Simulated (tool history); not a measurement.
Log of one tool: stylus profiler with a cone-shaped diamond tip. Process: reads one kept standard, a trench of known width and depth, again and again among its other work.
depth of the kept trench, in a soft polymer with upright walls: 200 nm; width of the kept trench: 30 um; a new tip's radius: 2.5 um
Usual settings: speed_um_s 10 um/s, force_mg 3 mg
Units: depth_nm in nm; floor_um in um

run 1 hour=0 | speed_um_s=10 force_mg=3 | depth_nm=201.87 floor_um=27.86
run 2 hour=72.9 | speed_um_s=10 force_mg=3 | depth_nm=202.1 floor_um=27.84
run 3 hour=144.9 | speed_um_s=10 force_mg=3 | depth_nm=202.01 floor_um=27.8
run 4 hour=229 | speed_um_s=10 force_mg=3 | depth_nm=202.1 floor_um=27.8
run 5 hour=302.3 | speed_um_s=10 force_mg=3 | depth_nm=202.09 floor_um=27.75
run 6 hour=363.6 | speed_um_s=10 force_mg=3 | depth_nm=202.22 floor_um=27.81
run 7 hour=438 | speed_um_s=10 force_mg=3 | depth_nm=202.31 floor_um=27.74
run 8 hour=521.4 | speed_um_s=10 force_mg=3 | depth_nm=202.15 floor_um=27.71
run 9 hour=611.8 | speed_um_s=10 force_mg=3 | depth_nm=202.18 floor_um=27.63
run 10 hour=693.7 | speed_um_s=10 force_mg=3 | depth_nm=202.39 floor_um=27.64
run 11 hour=745.7 | speed_um_s=10 force_mg=3 | depth_nm=202.43 floor_um=27.76
run 12 hour=834.9 | speed_um_s=10 force_mg=3 | depth_nm=202.36 floor_um=27.65
run 13 hour=914.3 | speed_um_s=10 force_mg=5.49 | depth_nm=203.21 floor_um=27.68
run 14 hour=963.6 | speed_um_s=10 force_mg=3 | depth_nm=202.39 floor_um=27.69
-- hour=1008.3 height scale calibrated on a step standard
run 15 hour=1014.2 | speed_um_s=10 force_mg=3 | depth_nm=201.58 floor_um=27.64
run 16 hour=1062.7 | speed_um_s=10 force_mg=3 | depth_nm=201.62 floor_um=27.63
run 17 hour=1144.9 | speed_um_s=10 force_mg=3 | depth_nm=201.46 floor_um=27.63
run 18 hour=1218.5 | speed_um_s=10 force_mg=3 | depth_nm=201.74 floor_um=27.62
run 19 hour=1269.1 | speed_um_s=10 force_mg=3 | depth_nm=201.63 floor_um=27.57
run 20 hour=1322.5 | speed_um_s=10 force_mg=3 | depth_nm=201.71 floor_um=27.62
run 21 hour=1393.5 | speed_um_s=10 force_mg=3 | depth_nm=201.68 floor_um=27.62
run 22 hour=1453.3 | speed_um_s=11 force_mg=3 | depth_nm=201.85 floor_um=27.55
run 23 hour=1505.5 | speed_um_s=11 force_mg=3 | depth_nm=201.84 floor_um=27.56
run 24 hour=1581.7 | speed_um_s=17 force_mg=1.58 | depth_nm=201.23 floor_um=27.56
run 25 hour=1646.6 | speed_um_s=17 force_mg=1.58 | depth_nm=201.36 floor_um=27.51
run 26 hour=1712.6 | speed_um_s=10 force_mg=5.53 | depth_nm=202.72 floor_um=27.53
run 27 hour=1794.6 | speed_um_s=34 force_mg=1.44 | depth_nm=201.28 floor_um=27.43
run 28 hour=1843 | speed_um_s=22 force_mg=1.44 | depth_nm=201.37 floor_um=27.46
run 29 hour=1886.2 | speed_um_s=22 force_mg=1.72 | depth_nm=201.35 floor_um=27.52
run 30 hour=1930.6 | speed_um_s=22 force_mg=1.72 | depth_nm=201.56 floor_um=27.52
run 31 hour=1976.9 | speed_um_s=22 force_mg=1.72 | depth_nm=201.52 floor_um=27.43
run 32 hour=2056.4 | speed_um_s=10 force_mg=4.89 | depth_nm=202.71 floor_um=27.49
run 33 hour=2126.2 | speed_um_s=10 force_mg=4.89 | depth_nm=202.59 floor_um=27.41
run 34 hour=2176 | speed_um_s=10 force_mg=4.89 | depth_nm=202.81 floor_um=27.46
run 35 hour=2243.4 | speed_um_s=10 force_mg=4.89 | depth_nm=202.8 floor_um=27.44
run 36 hour=2333.8 | speed_um_s=9 force_mg=5.48 | depth_nm=203.05 floor_um=27.4
run 37 hour=2417.3 | speed_um_s=9 force_mg=5.48 | depth_nm=203.01 floor_um=27.39
run 38 hour=2477.5 | speed_um_s=9 force_mg=5.48 | depth_nm=202.95 floor_um=27.45
run 39 hour=2554.6 | speed_um_s=5 force_mg=3 | depth_nm=202.31 floor_um=27.35
run 40 hour=2621.3 | speed_um_s=5 force_mg=3 | depth_nm=202.24 floor_um=27.37
run 41 hour=2664.8 | speed_um_s=5 force_mg=3 | depth_nm=202.32 floor_um=27.36
run 42 hour=2717.8 | speed_um_s=5 force_mg=3 | depth_nm=202.29 floor_um=27.36
run 43 hour=2760.8 | speed_um_s=13 force_mg=1.42 | depth_nm=202 floor_um=27.33
-- hour=2782 height scale calibrated on a step standard
run 44 hour=2822.9 | speed_um_s=4 force_mg=6.02 | depth_nm=202.5 floor_um=27.4
run 45 hour=2892 | speed_um_s=4 force_mg=5.45 | depth_nm=202.29 floor_um=27.29
run 46 hour=2944.7 | speed_um_s=4 force_mg=5.45 | depth_nm=202.42 floor_um=27.29

3 ways to go on from here, each from the tool as it stands after run 46. What would each give?
run A hour=3011.2 | speed_um_s=22 force_mg=1.18 | depth_nm=? floor_um=?
run B hour=3011.2 | speed_um_s=10 force_mg=5.13 | depth_nm=? floor_um=?
run C hour=3011.2 | speed_um_s=23 force_mg=1.09 | depth_nm=? floor_um=?

run=A depth_nm=200.76 floor_um=27.28
run=B depth_nm=202.42 floor_um=27.32
run=C depth_nm=200.95 floor_um=27.2
Without the tool's hidden state the same runs would have given:
run=A depth_nm=200.62 floor_um=27.99
run=B depth_nm=202.27 floor_um=28.03
run=C depth_nm=200.8 floor_um=27.92
